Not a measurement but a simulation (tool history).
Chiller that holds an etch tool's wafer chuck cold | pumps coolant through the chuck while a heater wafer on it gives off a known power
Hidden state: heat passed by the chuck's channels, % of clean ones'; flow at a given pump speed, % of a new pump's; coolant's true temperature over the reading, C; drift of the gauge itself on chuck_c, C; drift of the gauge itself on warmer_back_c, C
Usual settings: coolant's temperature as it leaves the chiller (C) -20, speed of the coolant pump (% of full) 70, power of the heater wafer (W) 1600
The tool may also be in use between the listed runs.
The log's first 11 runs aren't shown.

| run | day | coolant's temperature as it leaves the chiller (C) | speed of the coolant pump (% of full) | power of the heater wafer (W) | hours since the coolant was changed and the channels were flushed | hours since the pump was overhauled | hours since the chiller's thermometer was calibrated | chuck's temperature once it has settled (C) | how much warmer the coolant comes back (C) |
|---|---|---|---|---|---|---|---|---|---|
| 12 | 15.933 | -11 | 70 | 1600 | 1838 | 1449 | 436 | 11.3 | 7.80 |
| 13 | 17.188 | -20 | 70 | 1600 | 1868 | 1479 | 466 | 2.2 | 7.86 |
| 14 | 18.688 | -20 | 70 | 1600 | 1904 | 1515 | 502 | 2.5 | 7.85 |
| 15 | 20.558 | -20 | 75 | 1600 | 1949 | 1560 | 547 | 1.3 | 7.23 |
| 16 | 22.496 | -20 | 75 | 1600 | 1995 | 1606 | 593 | 1.3 | 7.22 |
| 17 | 23.708 | -20 | 75 | 1600 | 2025 | 1636 | 623 | 1.5 | 7.22 |
| 18 | 25.625 | -23 | 75 | 1414 | 2071 | 1682 | 669 | -4.0 | 6.42 |
| 19 | 26.667 | -23 | 75 | 1414 | 2096 | 1706 | 694 | -4.2 | 6.42 |
| 20 | 28.029 | -20 | 65 | 1034 | 2128 | 1739 | 726 | -4.8 | 5.53 |
| 21 | 29.838 | -29 | 70 | 1600 | 2172 | 1783 | 770 | -6.5 | 7.85 |
| 22 | 30.758 | -17 | 74 | 1079 | 2194 | 1805 | 792 | -2.4 | 4.95 |
| 23 | 32.046 | -13 | 70 | 1600 | 2225 | 1836 | 823 | 9.5 | 7.78 |
| 24 | 33.862 | -13 | 63 | 926 | 2268 | 1879 | 866 | 0.9 | 5.11 |
| 25 | 35.233 | -26 | 76 | 1335 | 2301 | 1912 | 899 | -8.4 | 5.99 |
| 26 | 37.017 | -24 | 92 | 2029 | 2344 | 1955 | 942 | -0.1 | 7.31 |
| 27 | 37.883 | -24 | 92 | 2029 | 2365 | 1976 | 963 | -0.2 | 7.40 |
| 28 | 38.812 | -23 | 65 | 2029 | 2387 | 1998 | 985 | 6.6 | 10.87 |
| 29 | 40.033 | -23 | 65 | 2029 | 2416 | 2027 | 1014 | 6.6 | 10.79 |
| 30 | 41.233 | -29 | 77 | 2029 | 2445 | 2056 | 1043 | -2.4 | 8.92 |
| 31 | 42.912 | -22 | 96 | 2029 | 2485 | 2096 | 1083 | 1.3 | 6.98 |
| 32 | 44.700 | -28 | 77 | 1819 | 2528 | 2139 | 1126 | -4.1 | 7.99 |

Forecast each of these 4 alternatives for the next run:
| A | 46.042 | -20 | 70 | 1064 | 2561 | 2172 | 1159 | ? | ? |
| B | 46.042 | -19 | 72 | 939 | 2561 | 2172 | 1159 | ? | ? |
| C | 46.042 | -20 | 88 | 1600 | 2561 | 2172 | 1159 | ? | ? |
| D | 46.042 | -20 | 98 | 1600 | 2561 | 2172 | 1159 | ? | ? |

| run | chuck's temperature once it has settled (C) | how much warmer the coolant comes back (C) |
|---|---|---|
| A | -5.2 | 5.25 |
| B | -6.1 | 4.40 |
| C | -0.5 | 6.05 |
| D | -2.0 | 5.40 |
Without the tool's hidden state the same runs would have given:
| run | chuck's temperature once it has settled (C) | how much warmer the coolant comes back (C) |
|---|---|---|
| A | -5.2 | 5.24 |
| B | -6.2 | 4.40 |
| C | -0.5 | 6.05 |
| D | -2.0 | 5.39 |
